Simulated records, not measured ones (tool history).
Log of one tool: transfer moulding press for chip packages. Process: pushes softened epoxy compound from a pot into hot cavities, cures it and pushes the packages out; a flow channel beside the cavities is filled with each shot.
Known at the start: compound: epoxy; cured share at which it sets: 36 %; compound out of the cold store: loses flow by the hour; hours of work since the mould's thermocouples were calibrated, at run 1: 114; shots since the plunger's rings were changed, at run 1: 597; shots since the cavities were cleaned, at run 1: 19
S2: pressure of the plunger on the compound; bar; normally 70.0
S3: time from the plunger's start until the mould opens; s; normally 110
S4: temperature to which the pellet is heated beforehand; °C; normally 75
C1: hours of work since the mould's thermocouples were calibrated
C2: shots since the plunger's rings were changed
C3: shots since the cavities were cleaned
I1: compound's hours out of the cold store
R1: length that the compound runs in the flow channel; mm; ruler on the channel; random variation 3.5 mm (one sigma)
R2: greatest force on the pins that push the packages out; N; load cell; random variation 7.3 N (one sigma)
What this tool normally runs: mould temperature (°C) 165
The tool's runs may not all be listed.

{"run": 1, "hour": 0.0, "mould temperature (°C)": 165, "S2": 70.0, "S3": 110, "S4": 75, "C1": 114, "C2": 597, "C3": 19, "I1": 13.2, "R1": 929, "R2": 307}
{"run": 2, "hour": 58.3, "mould temperature (°C)": 165, "S2": 70.0, "S3": 110, "S4": 75, "C1": 160, "C2": 1423, "C3": 845, "I1": 46.4, "R1": 814, "R2": 409}
{"hour": 84.5, "done": "cavities cleaned with cleaning compound and waxed"}
{"run": 3, "hour": 103.0, "mould temperature (°C)": 165, "S2": 70.0, "S3": 110, "S4": 75, "C1": 194, "C2": 2036, "C3": 263, "I1": 41.9, "R1": 815, "R2": 366}
{"run": 4, "hour": 134.0, "mould temperature (°C)": 165, "S2": 86.6, "S3": 110, "S4": 75, "C1": 218, "C2": 2475, "C3": 702, "I1": 40.9, "R1": 907, "R2": 409}
{"hour": 171.1, "done": "cavities cleaned with cleaning compound and waxed"}
{"run": 5, "hour": 176.1, "mould temperature (°C)": 165, "S2": 86.6, "S3": 110, "S4": 75, "C1": 251, "C2": 3051, "C3": 71, "I1": 47.6, "R1": 876, "R2": 313}
{"hour": 191.6, "done": "plunger's sealing rings changed"}
{"run": 6, "hour": 213.6, "mould temperature (°C)": 165, "S2": 86.6, "S3": 110, "S4": 75, "C1": 278, "C2": 312, "C3": 567, "I1": 46.1, "R1": 920, "R2": 405}
{"run": 7, "hour": 240.0, "mould temperature (°C)": 165, "S2": 70.0, "S3": 147, "S4": 75, "C1": 299, "C2": 687, "C3": 942, "I1": 20.8, "R1": 894, "R2": 405}
{"hour": 260.0, "done": "cavities cleaned with cleaning compound and waxed"}
{"run": 8, "hour": 283.2, "mould temperature (°C)": 165, "S2": 70.0, "S3": 121, "S4": 75, "C1": 332, "C2": 1278, "C3": 329, "I1": 44.9, "R1": 816, "R2": 345}
{"run": 9, "hour": 328.2, "mould temperature (°C)": 165, "S2": 70.0, "S3": 121, "S4": 75, "C1": 368, "C2": 1915, "C3": 966, "I1": 25.7, "R1": 865, "R2": 440}
{"hour": 345.5, "done": "cavities cleaned with cleaning compound and waxed"}
{"run": 10, "hour": 384.8, "mould temperature (°C)": 165, "S2": 70.0, "S3": 121, "S4": 75, "C1": 411, "C2": 2696, "C3": 556, "I1": 24.8, "R1": 850, "R2": 391}
{"run": 11, "hour": 414.6, "mould temperature (°C)": 165, "S2": 70.0, "S3": 110, "S4": 75, "C1": 435, "C2": 3119, "C3": 979, "I1": 41.1, "R1": 801, "R2": 441}
{"hour": 426.7, "done": "plunger's sealing rings changed"}
{"hour": 431.3, "done": "cavities cleaned with cleaning compound and waxed"}
{"run": 12, "hour": 452.6, "mould temperature (°C)": 172, "S2": 70.0, "S3": 110, "S4": 75, "C1": 462, "C2": 345, "C3": 302, "I1": 33.6, "R1": 836, "R2": 335}
{"hour": 473.1, "done": "mould's thermocouples calibrated"}
{"run": 13, "hour": 506.6, "mould temperature (°C)": 172, "S2": 70.0, "S3": 110, "S4": 75, "C1": 26, "C2": 1082, "C3": 1039, "I1": 37.9, "R1": 824, "R2": 411}
{"hour": 519.1, "done": "cavities cleaned with cleaning compound and waxed"}
{"run": 14, "hour": 563.3, "mould temperature (°C)": 168, "S2": 65.7, "S3": 110, "S4": 75, "C1": 70, "C2": 1865, "C3": 627, "I1": 45.4, "R1": 776, "R2": 390}
{"hour": 603.2, "done": "cavities cleaned with cleaning compound and waxed"}
{"run": 15, "hour": 615.1, "mould temperature (°C)": 168, "S2": 75.4, "S3": 110, "S4": 85, "C1": 110, "C2": 2578, "C3": 169, "I1": 40.5, "R1": 838, "R2": 337}
{"run": 16, "hour": 654.8, "mould temperature (°C)": 170, "S2": 84.3, "S3": 110, "S4": 85, "C1": 141, "C2": 3140, "C3": 731, "I1": 12.4, "R1": 948, "R2": 402}
{"hour": 667.1, "done": "plunger's sealing rings changed"}
{"hour": 693.3, "done": "cavities cleaned with cleaning compound and waxed"}
{"run": 17, "hour": 710.9, "mould temperature (°C)": 165, "S2": 79.7, "S3": 110, "S4": 68, "C1": 182, "C2": 600, "C3": 249, "I1": 20.4, "R1": 947, "R2": 363}
{"run": 18, "hour": 755.9, "mould temperature (°C)": 165, "S2": 79.7, "S3": 110, "S4": 68, "C1": 218, "C2": 1238, "C3": 887, "I1": 20.1, "R1": 949, "R2": 432}
{"hour": 776.7, "done": "cavities cleaned with cleaning compound and waxed"}
{"run": 19, "hour": 797.9, "mould temperature (°C)": 165, "S2": 79.7, "S3": 110, "S4": 68, "C1": 250, "C2": 1812, "C3": 300, "I1": 8.5, "R1": 973, "R2": 368}
{"run": 20, "hour": 838.7, "mould temperature (°C)": 165, "S2": 79.7, "S3": 110, "S4": 68, "C1": 282, "C2": 2391, "C3": 879, "I1": 42.4, "R1": 866, "R2": 438}
{"hour": 863.6, "done": "cavities cleaned with cleaning compound and waxed"}
{"run": 21, "hour": 881.2, "mould temperature (°C)": 171, "S2": 70.0, "S3": 97, "S4": 78, "C1": 315, "C2": 2972, "C3": 249, "I1": 27.7, "R1": 822, "R2": 344}
{"hour": 905.7, "done": "plunger's sealing rings changed"}
{"run": 22, "hour": 919.6, "mould temperature (°C)": 171, "S2": 70.0, "S3": 97, "S4": 78, "C1": 343, "C2": 197, "C3": 758, "I1": 44.3, "R1": 808, "R2": 405}
{"hour": 951.9, "done": "cavities cleaned with cleaning compound and waxed"}
{"run": 23, "hour": 961.5, "mould temperature (°C)": 171, "S2": 70.0, "S3": 97, "S4": 78, "C1": 375, "C2": 770, "C3": 136, "I1": 13.9, "R1": 887, "R2": 312}
{"run": 24, "hour": 1012.8, "mould temperature (°C)": 167, "S2": 70.0, "S3": 109, "S4": 82, "C1": 415, "C2": 1497, "C3": 863, "I1": 18.2, "R1": 882, "R2": 417}
{"hour": 1036.4, "done": "cavities cleaned with cleaning compound and waxed"}
{"run": 25, "hour": 1073.5, "mould temperature (°C)": 167, "S2": 70.0, "S3": 109, "S4": 82, "C1": 462, "C2": 2337, "C3": 526, "I1": 39.3, "R1": 810, "R2": 366}
{"hour": 1095.7, "done": "mould's thermocouples calibrated"}
{"hour": 1121.7, "done": "cavities cleaned with cleaning compound and waxed"}
{"run": 26, "hour": 1121.7, "mould temperature (°C)": 171, "S2": 64.5, "S3": 125, "S4": 75, "C1": 19, "C2": 2971, "C3": 0, "I1": 46.6, "R1": 745, "R2": 285}

The same runs without the tool's hidden state, with the same run-to-run variation:
Unlogged tool condition in this case: true mould temperature over the reading, C; pressure that reaches the compound, % of what is set; grip of the stained cavities, % over clean ones'; drift of the gauge itself on flow_mm, %; drift of the gauge itself on push_out_n, %.
run=1 R1=938 R2=302
run=2 R1=833 R2=293
run=3 R1=842 R2=312
run=4 R1=945 R2=301
run=5 R1=921 R2=297
run=6 R1=927 R2=308
run=7 R1=906 R2=282
run=8 R1=835 R2=281
run=9 R1=895 R2=307
run=10 R1=890 R2=299
run=11 R1=844 R2=312
run=12 R1=843 R2=276
run=13 R1=838 R2=282
run=14 R1=800 R2=288
run=15 R1=874 R2=300
run=16 R1=999 R2=291
run=17 R1=958 R2=308
run=18 R1=971 R2=306
run=19 R1=1005 R2=311
run=20 R1=902 R2=316
run=21 R1=865 R2=294
run=22 R1=815 R2=296
run=23 R1=902 R2=283
run=24 R1=907 R2=299
run=25 R1=845 R2=282
run=26 R1=782 R2=273
